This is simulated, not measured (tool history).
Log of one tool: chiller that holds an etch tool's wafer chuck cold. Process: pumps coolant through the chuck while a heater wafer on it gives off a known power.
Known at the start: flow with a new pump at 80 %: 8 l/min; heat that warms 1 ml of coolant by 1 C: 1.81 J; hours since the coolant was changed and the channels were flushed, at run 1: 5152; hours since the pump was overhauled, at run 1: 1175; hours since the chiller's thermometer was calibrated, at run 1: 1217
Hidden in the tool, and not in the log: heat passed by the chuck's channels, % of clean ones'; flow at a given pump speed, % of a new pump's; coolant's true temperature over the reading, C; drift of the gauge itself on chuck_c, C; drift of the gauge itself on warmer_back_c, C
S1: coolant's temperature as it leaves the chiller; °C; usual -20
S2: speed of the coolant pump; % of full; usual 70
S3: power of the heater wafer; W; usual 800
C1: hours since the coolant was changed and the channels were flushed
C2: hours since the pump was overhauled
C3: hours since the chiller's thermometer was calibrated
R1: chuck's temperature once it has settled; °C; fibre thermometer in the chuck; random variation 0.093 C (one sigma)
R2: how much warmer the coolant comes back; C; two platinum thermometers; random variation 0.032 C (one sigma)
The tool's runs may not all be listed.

run     day   S1  S2    S3    C1    C2    C3      R1    R2
  1       0  -20  70   800  5152  1175  1217   -9.83  3.86
  2   1.183  -20  70   800  5180  1203  1246   -9.76  3.88
  3   1.729  -20  87   800  5193  1216  1259  -11.43  3.11
  4   2.533  -20  92   800  5212  1235  1278  -11.86  2.95
  5   3.654  -20  92   800  5239  1262  1305  -11.79  2.91
  6   4.629  -20  92   800  5263  1286  1328  -11.72  3.04
  7   5.388  -20  92   800  5281  1304  1347  -12.08  2.93
  8   6.208  -20  92   800  5301  1324  1366  -11.86  2.93
  9   6.938  -20  99   800  5318  1341  1384  -12.29  2.73
 10   8.196  -20  70   800  5348  1371  1414   -9.76  3.89
 11   9.054  -20  70   800  5369  1392  1435   -9.81   3.9
 12   9.838  -20  70   800  5388  1411  1453   -9.72  3.88
 13  10.562  -20  70   774  5405  1428  1471   -9.95  3.75
 14    11.2  -20  70   774  5420  1443  1486   -9.98  3.82
 15  12.367  -20  70   800  5448  1471  1514   -9.71  3.95
 16  12.921  -20  95   800  5462  1485  1527  -11.99  2.89
 17  14.079  -22  65  1159  5490  1512  1555   -6.03  6.15
 18  15.271  -12  70   870  5518  1541  1584   -0.68  4.21
 19  15.867  -12  70   870  5532  1555  1598   -0.65   4.2
 20  16.696  -12  70   870  5552  1575  1618   -0.83  4.22
 21  18.017  -30  77   870  5584  1607  1650  -19.61   3.9
 22  18.975  -12  98   526  5607  1630  1673   -7.12  1.83
     19.838  -- coolant changed, channels flushed
 23  20.212  -12  98   526     9  1654  1696   -7.36  1.85
 24  21.125  -12  98   526    31  1676  1718   -7.32  1.79
 25  22.371  -12  98   526    61  1705  1748   -7.05  1.83

Forecast run 26:
 26  23.696  -12  98  526  93  1737  1780   ?   ?

{"run 26": {"R1": -7.24, "R2": 1.87}}
Without the tool's hidden state the same run would have given R1 -7.27 °C, R2 1.82 C.
